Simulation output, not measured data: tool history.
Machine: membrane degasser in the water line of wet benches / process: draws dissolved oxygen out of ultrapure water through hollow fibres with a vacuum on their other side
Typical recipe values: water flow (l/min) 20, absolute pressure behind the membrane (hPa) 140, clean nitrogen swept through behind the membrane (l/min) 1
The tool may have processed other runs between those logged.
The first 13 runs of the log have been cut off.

run,day,water flow (l/min),absolute pressure behind the membrane (hPa),clean nitrogen swept through behind the membrane (l/min),hours since the membrane was changed,hours since the vacuum gauge was calibrated,hours since the vacuum lines were made tight,dissolved oxygen in the water behind the degasser (ppb),pressure that the water loses in the fibres (hPa)
14,71.867,20,140,0.54,6028,401,1503,811.1,639.4
15,79.021,20,140,1,6200,572,1675,511.1,636.5
16,82.388,20,140,1,6281,653,1756,514.1,637.3
17,87.379,22,304,0.56,6400,773,1876,1843.7,700.1
18,91.458,17,92,1,6498,871,1973,254.9,540.5
19,96.679,15,188,1,6624,996,2099,528.6,475
# day 97.967: gauge calibrated
20,102.912,20,139,2.25,6773,1146,2248,270.3,639.7
21,108.821,14,89,0.69,6915,1287,2390,261.3,446.2
22,112.388,20,140,0.49,7001,1373,2476,852.6,640.3
23,119.604,31,126,0.49,7174,1546,2649,1151.2,989.5
24,123.642,15,95,1.4,7271,1643,2746,171.6,481.8
25,127.438,15,141,1.13,7362,1734,2837,341.1,477.1
26,133.167,15,141,1.53,7499,1872,2974,263,478.2
27,136.908,20,140,1.22,7589,1962,3064,436.2,642
28,143.042,16,328,0.54,7736,2109,3211,1583.9,511.4
29,146.996,16,328,0.54,7831,2204,3306,1581.8,509.8
30,154.342,26,163,0.77,8008,2380,3483,957.8,830.6
31,160.167,26,163,0.77,8147,2520,3622,961.5,831.5
32,166.046,26,163,0.77,8288,2661,3764,959.8,827.2

Forecast each of these 3 alternatives for the next run:
# day 167.362: seals of the vacuum lines changed
A,171.129,31,140,1.93,8408,2781,90,?,?
# day 167.362: seals of the vacuum lines changed
B,171.129,28,140,1,8408,2781,90,?,?
# day 167.362: seals of the vacuum lines changed
C,171.129,26,163,0.77,8408,2781,90,?,?

run,dissolved oxygen in the water behind the degasser (ppb),pressure that the water loses in the fibres (hPa)
A,591.9,984.4
B,760.8,889
C,963.7,827.4
Without the tool's hidden state the same runs would have given:
run,dissolved oxygen in the water behind the degasser (ppb),pressure that the water loses in the fibres (hPa)
A,581.5,983
B,747.8,887.8
C,947.7,826.2

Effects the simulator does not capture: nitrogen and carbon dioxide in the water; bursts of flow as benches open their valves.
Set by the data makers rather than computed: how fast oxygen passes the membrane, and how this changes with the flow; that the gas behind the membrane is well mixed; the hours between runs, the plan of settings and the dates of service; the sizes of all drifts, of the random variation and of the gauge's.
